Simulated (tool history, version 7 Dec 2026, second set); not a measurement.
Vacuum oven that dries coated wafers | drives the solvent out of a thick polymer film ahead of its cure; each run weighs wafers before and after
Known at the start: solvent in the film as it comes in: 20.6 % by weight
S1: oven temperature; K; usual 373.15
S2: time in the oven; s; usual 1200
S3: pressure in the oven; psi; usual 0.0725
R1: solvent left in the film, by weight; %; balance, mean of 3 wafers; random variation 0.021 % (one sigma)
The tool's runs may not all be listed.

run,hour,S1,S2,S3,R1
1,0,373.15,1200,0.0725,1.52
2,18.3,373.15,1200,0.0725,1.55
3,30.3,373.15,1200,0.0725,1.52
4,57.4,373.15,1200,0.0516,1.46
5,79.4,373.15,1200,0.0725,1.53
6,95.9,373.15,1860,0.0725,0.67
7,114.1,373.15,1860,0.0725,0.65
8,128.1,373.15,1860,0.0725,0.62
9,148.9,373.15,1860,0.0725,0.62
10,169.3,373.15,1860,0.0725,0.62
11,181,373.15,1860,0.1413,0.9

The same runs without the tool's hidden state, with the same run-to-run variation:
The hidden state here: true wafer temperature over the reading, C; true pressure over the reading, kPa; drift of the gauge itself on solvent_pct, %.
run,R1
1,1.43
2,1.45
3,1.43
4,1.37
5,1.44
6,0.61
7,0.59
8,0.56
9,0.56
10,0.56
11,0.84
